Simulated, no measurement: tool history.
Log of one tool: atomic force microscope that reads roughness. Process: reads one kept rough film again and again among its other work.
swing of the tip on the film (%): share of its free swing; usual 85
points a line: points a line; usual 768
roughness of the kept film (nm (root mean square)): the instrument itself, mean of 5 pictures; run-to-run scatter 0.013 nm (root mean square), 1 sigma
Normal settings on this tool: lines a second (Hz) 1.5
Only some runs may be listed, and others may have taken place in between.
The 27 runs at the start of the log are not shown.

run      day  lines a second (Hz)  swing of the tip on the film (%)  points a line  pictures with this tip  hours of work since the height scale was calibrated  roughness of the kept film (nm (root mean square))
 28   66.562                  0.5                                85            768                     127                                                 1443                                                   3
 29   68.475                 1.31                                57            318                     180                                                 1462                                               2.866
 30   71.462                  1.6                                87            364                     264                                                 1492                                               2.468
 31   74.825                  1.6                                87            364                     358                                                 1525                                               2.308
      75.475  -- new tip fitted
 32   78.192                 0.72                                66            638                      76                                                 1559                                               3.128
 33   79.675                 1.69                                81            439                     118                                                 1574                                               2.808
 34   82.375                 0.54                                78            400                     193                                                 1601                                               2.815
 35   85.271                 1.35                                85            768                     274                                                 1629                                               2.529
 36   87.296                  1.5                                71            340                     331                                                 1650                                               2.487
      88.854  -- new tip fitted
 37   89.329                  1.5                                79            759                      13                                                 1670                                               3.093
 38   92.058                  1.5                                79            759                      89                                                 1697                                               2.916
 39   93.888                 2.01                                60            768                     140                                                 1715                                               2.934
 40   97.096                 1.22                                80            348                     230                                                 1747                                               2.624
 41   99.342                 1.22                                80            348                     293                                                 1769                                               2.521
 42  100.717                 0.86                                70            886                     331                                                 1783                                               2.588
     102.279  -- new tip fitted
 43  102.688                  1.5                                76            958                      11                                                 1803                                               3.211
 44  105.554                  1.5                                76            958                      92                                                 1831                                               3.029
 45  107.433                  1.5                                67            577                     144                                                 1850                                               2.924
 46  109.712                 1.86                                80            577                     208                                                 1873                                                2.67
 47   111.95                 0.73                                89            605                     270                                                 1895                                                2.65
 48  113.871                 2.63                                66            605                     324                                                 1914                                               2.548
     115.754  -- new tip fitted
 49  117.162                 2.63                                66            605                      39                                                 1947                                               3.077
 50  118.967                 2.63                                66            605                      90                                                 1965                                               2.943

Below are 4 alternative next runs, each starting from the tool's condition after run 50. Predict each:
  A  122.004                  1.5                                72            332                     175                                                 1995                                                   ?
  B  122.004                 0.91                                75            368                     175                                                 1995                                                   ?
  C  122.004                 1.17                                74            689                     175                                                 1995                                                   ?
  D  122.004                 1.59                                85            768                     175                                                 1995                                                   ?

run  roughness of the kept film (nm (root mean square))
  A                                               2.753
  B                                               2.836
  C                                               2.862
  D                                               2.672
Take away the tool's hidden state, keep each run's random variation, and the runs would have read:
run  roughness of the kept film (nm (root mean square))
  A                                               3.139
  B                                               3.233
  C                                               3.262
  D                                               3.047

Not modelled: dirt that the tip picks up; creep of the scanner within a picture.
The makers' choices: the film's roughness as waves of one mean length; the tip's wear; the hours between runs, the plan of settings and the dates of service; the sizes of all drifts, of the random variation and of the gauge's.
